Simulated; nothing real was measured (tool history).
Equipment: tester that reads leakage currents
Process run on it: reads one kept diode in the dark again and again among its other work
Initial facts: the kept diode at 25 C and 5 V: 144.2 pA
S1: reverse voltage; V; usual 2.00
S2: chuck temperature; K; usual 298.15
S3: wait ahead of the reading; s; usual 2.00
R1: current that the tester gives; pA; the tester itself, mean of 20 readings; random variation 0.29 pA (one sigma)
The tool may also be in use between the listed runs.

| run | hour | S1 | S2 | S3 | R1 |
|---|---|---|---|---|---|
| 1 | 0.0 | 2.00 | 298.15 | 2.00 | 87.72 |
| 2 | 63.7 | 2.00 | 298.15 | 2.00 | 86.53 |
| 3 | 101.5 | 3.37 | 298.15 | 2.00 | 109.13 |
| 4 | 178.1 | 3.37 | 298.15 | 2.00 | 107.04 |
| 5 | 221.5 | 3.37 | 298.15 | 2.00 | 107.31 |
| 6 | 263.0 | 2.00 | 298.15 | 2.00 | 83.85 |
|  | 271.3 | probe card cleaned and baked |
| 7 | 301.0 | 2.00 | 298.15 | 2.00 | 83.49 |
|  | 316.8 | chuck's temperature calibrated |
| 8 | 345.0 | 2.00 | 298.15 | 2.00 | 95.58 |
| 9 | 416.0 | 2.00 | 298.15 | 2.00 | 93.85 |
| 10 | 477.8 | 2.00 | 307.15 | 2.00 | 202.18 |
| 11 | 528.7 | 2.00 | 307.15 | 2.00 | 200.31 |
| 12 | 570.3 | 7.78 | 318.15 | 2.61 | 890.96 |

Difference, measured minus no-hidden-state, one row per run. Run-to-run variation is common to both terms; the gauge's own scatter need not be:
Hidden state present: stray current of the dirty probe card, pA a volt; current scale over the true one, %; true chuck temperature over the reading, C; drift of the gauge itself on leakage_pa, %.
| run | R1 |
|---|---|
| 1 | -8.74 |
| 2 | -9.53 |
| 3 | -12.59 |
| 4 | -13.73 |
| 5 | -14.59 |
| 6 | -12.08 |
| 7 | -12.45 |
| 8 | -0.69 |
| 9 | -1.75 |
| 10 | -5.94 |
| 11 | -7.31 |
| 12 | -35.99 |

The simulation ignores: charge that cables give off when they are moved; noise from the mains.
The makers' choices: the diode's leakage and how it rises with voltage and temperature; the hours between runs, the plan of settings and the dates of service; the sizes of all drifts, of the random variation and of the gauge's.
